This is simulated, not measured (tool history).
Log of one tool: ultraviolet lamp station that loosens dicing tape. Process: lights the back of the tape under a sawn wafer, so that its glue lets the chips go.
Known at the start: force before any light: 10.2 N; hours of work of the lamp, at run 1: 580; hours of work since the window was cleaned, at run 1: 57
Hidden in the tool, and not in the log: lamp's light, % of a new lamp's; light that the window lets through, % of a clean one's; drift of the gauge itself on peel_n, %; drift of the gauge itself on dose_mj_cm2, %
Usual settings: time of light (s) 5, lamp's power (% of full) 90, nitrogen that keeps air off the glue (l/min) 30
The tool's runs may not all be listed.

run	day	time of light (s)	lamp's power (% of full)	nitrogen that keeps air off the glue (l/min)	hours of work of the lamp	hours of work since the window was cleaned	force that peels the tape off (N)	light that reached the tape (mJ/cm²)
1	0	5	90	30	580	57	0.411	287
2	1.142	3	90	30	596	74	1.211	168
3	2.321	3	90	30	613	91	1.235	165
4	3.079	4	90	30	624	102	0.686	226
5	4.192	5	90	30	640	118	0.466	271
6	5.029	5	90	30	652	130	0.47	272
7	6.129	5	90	30	668	146	0.474	268
8	7.346	5	90	30	686	163	0.513	262
9	8.179	5	90	30	698	175	0.49	256
10	9	5	90	30	709	187	0.538	253
11	9.808	5	90	30	721	198	0.519	250
12	10.454	5	90	30	730	208	0.525	247
13	11.517	5	90	30	746	223	0.56	245
14	12.6	5	90	30	761	239	0.577	244
15	13.575	5	90	30	775	253	0.59	239
# day 14.367: window cleaned of glue's vapour
16	14.767	5	90	30	792	6	0.752	218
17	15.658	5	79	36	805	19	0.873	188
18	16.504	5	79	36	817	31	0.876	182
19	17.546	3	88	36	832	46	1.949	121
20	18.508	4	70	30	846	60	1.957	125
# day 19.592: window cleaned of glue's vapour, once more
21	19.796	4	70	30	864	3	1.143	174
22	20.488	4	70	30	874	13	1.176	173
23	21.558	4	70	30	889	28	1.212	169
24	22.5	10	81	11	903	42	0.317	492
25	23.25	10	81	11	914	53	0.343	485

Measured less the same run without the tool's hidden state. The same run-to-run variation is in both; the gauge's scatter may not be:
run	force that peels the tape off (N)	light that reached the tape (mJ/cm²)
1	+0.084	-39
2	+0.293	-25
3	+0.326	-28
4	+0.202	-39
5	+0.128	-54
6	+0.136	-57
7	+0.146	-60
8	+0.169	-64
9	+0.172	-66
10	+0.194	-69
11	+0.199	-72
12	+0.205	-74
13	+0.223	-78
14	+0.242	-81
15	+0.259	-85
16	+0.41	-109
17	+0.5	-98
18	+0.511	-100
19	+1.091	-70
20	+1.114	-75
21	+0.3	-29
22	+0.321	-30
23	+0.352	-33
24	+0.064	-99
25	+0.075	-102
